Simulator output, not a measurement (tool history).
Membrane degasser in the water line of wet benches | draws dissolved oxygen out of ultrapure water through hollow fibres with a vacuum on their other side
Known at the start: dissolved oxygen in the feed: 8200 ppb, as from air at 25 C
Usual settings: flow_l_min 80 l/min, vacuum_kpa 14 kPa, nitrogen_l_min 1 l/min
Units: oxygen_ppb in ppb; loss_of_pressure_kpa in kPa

{"run": 1, "hour": 0.0, "flow_l_min": 80, "vacuum_kpa": 14, "nitrogen_l_min": 1, "oxygen_ppb": 1289.4, "loss_of_pressure_kpa": 68.03}
{"run": 2, "hour": 50.5, "flow_l_min": 80, "vacuum_kpa": 14, "nitrogen_l_min": 2.62, "oxygen_ppb": 654.6, "loss_of_pressure_kpa": 68.26}
{"run": 3, "hour": 83.1, "flow_l_min": 80, "vacuum_kpa": 14, "nitrogen_l_min": 2.62, "oxygen_ppb": 656.2, "loss_of_pressure_kpa": 68.27}
{"run": 4, "hour": 130.0, "flow_l_min": 80, "vacuum_kpa": 14, "nitrogen_l_min": 2.62, "oxygen_ppb": 655.7, "loss_of_pressure_kpa": 68.19}
{"run": 5, "hour": 175.7, "flow_l_min": 80, "vacuum_kpa": 14, "nitrogen_l_min": 1, "oxygen_ppb": 1289.5, "loss_of_pressure_kpa": 68.25}
{"run": 6, "hour": 229.2, "flow_l_min": 80, "vacuum_kpa": 14, "nitrogen_l_min": 1, "oxygen_ppb": 1291.5, "loss_of_pressure_kpa": 68.09}
{"run": 7, "hour": 267.1, "flow_l_min": 80, "vacuum_kpa": 14, "nitrogen_l_min": 1, "oxygen_ppb": 1291.6, "loss_of_pressure_kpa": 68.16}
{"run": 8, "hour": 317.4, "flow_l_min": 80, "vacuum_kpa": 26.8, "nitrogen_l_min": 1, "oxygen_ppb": 2456.7, "loss_of_pressure_kpa": 67.95}
{"run": 9, "hour": 379.0, "flow_l_min": 80, "vacuum_kpa": 26.8, "nitrogen_l_min": 1, "oxygen_ppb": 2459.4, "loss_of_pressure_kpa": 68.56}
{"run": 10, "hour": 424.2, "flow_l_min": 80, "vacuum_kpa": 26.8, "nitrogen_l_min": 1, "oxygen_ppb": 2459.9, "loss_of_pressure_kpa": 68.26}
{"run": 11, "hour": 483.2, "flow_l_min": 80, "vacuum_kpa": 26.8, "nitrogen_l_min": 1, "oxygen_ppb": 2452.1, "loss_of_pressure_kpa": 67.87}
{"run": 12, "hour": 519.9, "flow_l_min": 80, "vacuum_kpa": 26.8, "nitrogen_l_min": 1, "oxygen_ppb": 2460.3, "loss_of_pressure_kpa": 68}
{"run": 13, "hour": 571.4, "flow_l_min": 80, "vacuum_kpa": 14, "nitrogen_l_min": 1, "oxygen_ppb": 1291, "loss_of_pressure_kpa": 67.67}
{"run": 14, "hour": 602.0, "flow_l_min": 80, "vacuum_kpa": 14, "nitrogen_l_min": 1, "oxygen_ppb": 1295.4, "loss_of_pressure_kpa": 68.34}
{"run": 15, "hour": 641.1, "flow_l_min": 80, "vacuum_kpa": 14, "nitrogen_l_min": 1, "oxygen_ppb": 1294.4, "loss_of_pressure_kpa": 68.14}
{"run": 16, "hour": 683.1, "flow_l_min": 80, "vacuum_kpa": 14, "nitrogen_l_min": 1, "oxygen_ppb": 1294.9, "loss_of_pressure_kpa": 68.27}
{"run": 17, "hour": 723.1, "flow_l_min": 80, "vacuum_kpa": 10.4, "nitrogen_l_min": 0.44, "oxygen_ppb": 1404.4, "loss_of_pressure_kpa": 68.13}
{"run": 18, "hour": 781.5, "flow_l_min": 80, "vacuum_kpa": 10.4, "nitrogen_l_min": 0.44, "oxygen_ppb": 1405.3, "loss_of_pressure_kpa": 68.09}
{"run": 19, "hour": 841.3, "flow_l_min": 80, "vacuum_kpa": 10.4, "nitrogen_l_min": 0.44, "oxygen_ppb": 1406.3, "loss_of_pressure_kpa": 68.32}
{"run": 20, "hour": 907.4, "flow_l_min": 80, "vacuum_kpa": 18, "nitrogen_l_min": 1, "oxygen_ppb": 1694.1, "loss_of_pressure_kpa": 68.2}
{"run": 21, "hour": 939.3, "flow_l_min": 80, "vacuum_kpa": 8.7, "nitrogen_l_min": 1, "oxygen_ppb": 707.8, "loss_of_pressure_kpa": 68.57}
{"run": 22, "hour": 988.8, "flow_l_min": 80, "vacuum_kpa": 8.7, "nitrogen_l_min": 1, "oxygen_ppb": 706.6, "loss_of_pressure_kpa": 68.03}
{"run": 23, "hour": 1019.9, "flow_l_min": 80, "vacuum_kpa": 22.4, "nitrogen_l_min": 1, "oxygen_ppb": 2099.9, "loss_of_pressure_kpa": 67.47}
{"run": 24, "hour": 1064.1, "flow_l_min": 72, "vacuum_kpa": 32.7, "nitrogen_l_min": 2.79, "oxygen_ppb": 1404.4, "loss_of_pressure_kpa": 61.62}
{"run": 25, "hour": 1098.8, "flow_l_min": 72, "vacuum_kpa": 32.7, "nitrogen_l_min": 2.79, "oxygen_ppb": 1405.1, "loss_of_pressure_kpa": 61.69}
{"run": 26, "hour": 1159.1, "flow_l_min": 67, "vacuum_kpa": 34.1, "nitrogen_l_min": 2.79, "oxygen_ppb": 1384.3, "loss_of_pressure_kpa": 57.21}
{"run": 27, "hour": 1203.8, "flow_l_min": 80, "vacuum_kpa": 30.9, "nitrogen_l_min": 0.88, "oxygen_ppb": 2968.2, "loss_of_pressure_kpa": 68.59}
{"run": 28, "hour": 1245.6, "flow_l_min": 80, "vacuum_kpa": 30.9, "nitrogen_l_min": 0.88, "oxygen_ppb": 2970.4, "loss_of_pressure_kpa": 68.26}
{"run": 29, "hour": 1288.1, "flow_l_min": 80, "vacuum_kpa": 30.9, "nitrogen_l_min": 0.88, "oxygen_ppb": 2966.5, "loss_of_pressure_kpa": 68.06}
{"run": 30, "hour": 1337.3, "flow_l_min": 80, "vacuum_kpa": 30.9, "nitrogen_l_min": 0.88, "oxygen_ppb": 2966.2, "loss_of_pressure_kpa": 68.4}
{"run": 31, "hour": 1399.8, "flow_l_min": 73, "vacuum_kpa": 26.2, "nitrogen_l_min": 0.42, "oxygen_ppb": 3535.2, "loss_of_pressure_kpa": 62.83}

Not shown: 1 entry that the log had between the listed runs. Between which runs, and how does the tool's hidden state differ before and after?
Between runs 20 and 21: seals of the vacuum lines changed (hour 934.6)
  air that leaks in behind the membrane, l/min: 0.0162 -> 0.004
  measured less the result without the state, oxygen_ppb: +7.2 -> +13.4 ppb; loss_of_pressure_kpa: +0.52 -> +0.53 kPa

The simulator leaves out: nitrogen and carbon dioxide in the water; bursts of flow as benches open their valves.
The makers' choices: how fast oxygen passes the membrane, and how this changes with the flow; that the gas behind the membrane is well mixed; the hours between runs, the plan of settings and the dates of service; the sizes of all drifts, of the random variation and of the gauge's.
